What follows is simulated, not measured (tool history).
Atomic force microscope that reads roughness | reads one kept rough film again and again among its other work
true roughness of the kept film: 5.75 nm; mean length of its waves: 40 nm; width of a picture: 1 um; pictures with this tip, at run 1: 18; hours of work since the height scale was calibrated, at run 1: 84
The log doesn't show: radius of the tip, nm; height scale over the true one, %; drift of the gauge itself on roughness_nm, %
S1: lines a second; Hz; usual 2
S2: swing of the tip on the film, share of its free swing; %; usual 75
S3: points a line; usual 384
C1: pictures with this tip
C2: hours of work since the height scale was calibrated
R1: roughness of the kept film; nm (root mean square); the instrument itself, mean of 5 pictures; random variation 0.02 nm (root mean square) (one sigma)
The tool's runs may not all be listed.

run,hour,S1,S2,S3,C1,C2,R1
1,0,2,75,384,18,84,4.816
2,55,2,75,384,69,113,4.646
3,102,2,75,384,112,138,4.488
4,131.6,2,75,384,139,153,4.461
5,191,2,75,384,194,184,4.31
# hour 231: new tip fitted
6,245.5,2,75,384,14,213,4.784
7,287.8,2,75,384,53,235,4.734
8,340.6,2,75,883,101,263,4.586
9,399.6,2,75,883,156,294,4.441
10,453.8,0.94,75,384,206,322,4.474
# hour 477.4: new tip fitted
11,506.9,1.9,75,384,27,350,4.765
12,546.1,0.52,63,310,63,370,4.894

Forecast run 13:
13,579.4,0.52,63,310,94,388,?

Run 13 gave R1 4.817 nm (root mean square).
Without the tool's hidden state the same run would have given R1 5.134 nm (root mean square).
